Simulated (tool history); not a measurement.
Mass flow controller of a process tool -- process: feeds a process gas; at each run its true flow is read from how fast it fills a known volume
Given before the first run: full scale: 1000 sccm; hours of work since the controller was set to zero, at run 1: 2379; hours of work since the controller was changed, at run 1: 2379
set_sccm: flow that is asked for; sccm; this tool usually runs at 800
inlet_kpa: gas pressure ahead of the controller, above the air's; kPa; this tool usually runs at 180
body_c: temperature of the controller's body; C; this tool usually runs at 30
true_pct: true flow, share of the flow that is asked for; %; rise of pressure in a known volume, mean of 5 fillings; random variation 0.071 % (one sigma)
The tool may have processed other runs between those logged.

run    hour  set_sccm  inlet_kpa  body_c  hours of work since the controller was set to zero  hours of work since the controller was changed  true_pct
  1       0       800        180      30                                                2379                                            2379     98.09
  2   364.7       800        180      30                                                2560                                            2560     98.03
  3   668.7       800        180      30                                                2711                                            2711     98.06
  4   859.5       800        196      30                                                2806                                            2806      97.9
  5  1031.9       800        157      30                                                2892                                            2892     97.74
  6  1242.4       800        157      30                                                2996                                            2996     97.49
     1262.5  -- controller's zero set anew
  7  1430.5       800        157      30                                                  83                                            3089     97.05
  8  1812.8       800        157      30                                                 273                                            3279     96.93
  9  2050.7       488        273      30                                                 391                                            3397     95.81
 10  2398.1       338        273      24                                                 564                                            3570     93.24
     2656.7  -- controller's zero set anew, once more
 11  2711.3       338        273      24                                                  27                                            3725     97.31
 12  2939.8       338        273      26                                                 141                                            3838     97.47
 13    3132       338        273      35                                                 236                                            3934     98.37

Branching from run 13: 3 alternative next runs. What would each branch give?
  A  3366.7       218        180      30                                                 353                                            4050         ?
  B  3366.7       853        273      35                                                 353                                            4050         ?
  C  3366.7       338        250      35                                                 353                                            4050         ?

run  true_pct
  A      96.5
  B     99.89
  C     97.95
Stripped of hidden state, with their random variation kept, the same runs would have yielded:
run  true_pct
  A     98.33
  B    101.31
  C     99.59
